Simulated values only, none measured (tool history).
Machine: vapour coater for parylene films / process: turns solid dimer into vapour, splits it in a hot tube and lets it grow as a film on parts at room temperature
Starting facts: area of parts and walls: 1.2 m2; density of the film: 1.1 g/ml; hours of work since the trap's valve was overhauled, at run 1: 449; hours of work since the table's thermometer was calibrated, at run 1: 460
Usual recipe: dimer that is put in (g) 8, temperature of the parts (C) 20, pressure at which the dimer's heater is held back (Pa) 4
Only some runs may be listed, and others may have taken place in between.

run   hour  dimer that is put in (g)  temperature of the parts (C)  pressure at which the dimer's heater is held back (Pa)  hours of work since the trap's valve was overhauled  hours of work since the table's thermometer was calibrated  thickness of the film (µm)
  1      0                         8                            20                                                       4                                                  449                                                         460                        3.61
  2     27                         8                            20                                                       4                                                  466                                                         477                         3.6
  3   80.6                         8                            20                                                    8.61                                                  500                                                         511                        3.22
  4  124.5                         8                            13                                                       4                                                  528                                                         539                        4.11
  5    162                         8                            20                                                    5.16                                                  552                                                         563                        3.53
  6  201.1                         8                            20                                                    5.16                                                  577                                                         588                        3.47
  7  233.6                         8                            20                                                    5.16                                                  597                                                         608                        3.44
  8  282.3                         8                            17                                                       4                                                  628                                                         639                        3.91
  9  309.1                         4                            23                                                    3.38                                                  645                                                         656                        1.69
 10    353                         4                            13                                                    9.91                                                  673                                                         684                        1.79
     391.6  -- trap's valve overhauled
 11  412.4                         8                            18                                                       4                                                   13                                                         719                        3.82
 12  474.4                         6                            20                                                   10.95                                                   53                                                         759                        2.34
 13  516.3                         4                            23                                                    6.38                                                   79                                                         785                        1.58
 14  564.2                         4                            23                                                    6.38                                                  110                                                         816                        1.59
 15  607.1                         4                            23                                                    6.38                                                  137                                                         843                        1.55

Each row is a separate what-if for the run after 15, all from the same tool condition, not one after another. Results?
  A  636.5                        10                            29                                                    6.38                                                  156                                                         862                           ?
  B  636.5                         4                            26                                                    6.38                                                  156                                                         862                           ?
  C  636.5                         5                            27                                                    7.29                                                  156                                                         862                           ?
  D  636.5                         8                            20                                                    9.36                                                  156                                                         862                           ?
  E  636.5                        12                            13                                                    5.27                                                  156                                                         862                           ?

run  thickness of the film (µm)
  A                         3.4
  B                        1.48
  C                        1.77
  D                        3.18
  E                           6
Stripped of hidden state, with their random variation kept, the same runs would have yielded:
run  thickness of the film (µm)
  A                         3.4
  B                        1.48
  C                        1.77
  D                        3.18
  E                        6.01
